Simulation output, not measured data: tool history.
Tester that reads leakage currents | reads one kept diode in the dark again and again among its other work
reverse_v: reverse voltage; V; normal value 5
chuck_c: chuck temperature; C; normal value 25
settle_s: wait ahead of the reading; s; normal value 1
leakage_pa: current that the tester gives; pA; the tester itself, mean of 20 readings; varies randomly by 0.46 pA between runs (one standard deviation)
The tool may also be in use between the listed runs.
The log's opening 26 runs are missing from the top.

run    hour  reverse_v  chuck_c  settle_s  leakage_pa
 27  1838.1        1.4       22      8.22       75.55
 28  1928.4        1.4       36      8.22      279.18
 29  1978.8        1.4       36      8.22      281.53
 30  2070.1        1.4       36      8.22      282.12
 31  2152.7          5       25      3.03      166.03
 32  2243.3       9.72       43      3.03     1049.62
 33  2330.6       4.23       38      9.87       504.5
 34  2383.1       1.39       36      5.92      283.48
 35  2478.2          5       44      9.56      906.42
     2538.5  -- probe card cleaned and baked
 36  2541.2          5       44      9.56      890.98
 37  2614.8          5       44      9.56      898.38
 38    2691          5       44      9.56      901.83
 39  2769.6          5       44      1.13      902.81

4 ways to go on from here, each from the tool as it stands after run 39. What would each give?
  A  2865.4          1       32      1.13           ?
  B  2865.4      11.33       25      2.13           ?
  C  2865.4          5       44      9.58           ?
  D  2865.4       1.04       23      3.08           ?

run  leakage_pa
  A      176.52
  B      219.62
  C      908.49
  D       75.94
Take away the tool's hidden state, keep each run's random variation, and the runs would have read:
run  leakage_pa
  A      169.27
  B      205.92
  C      874.13
  D       72.36
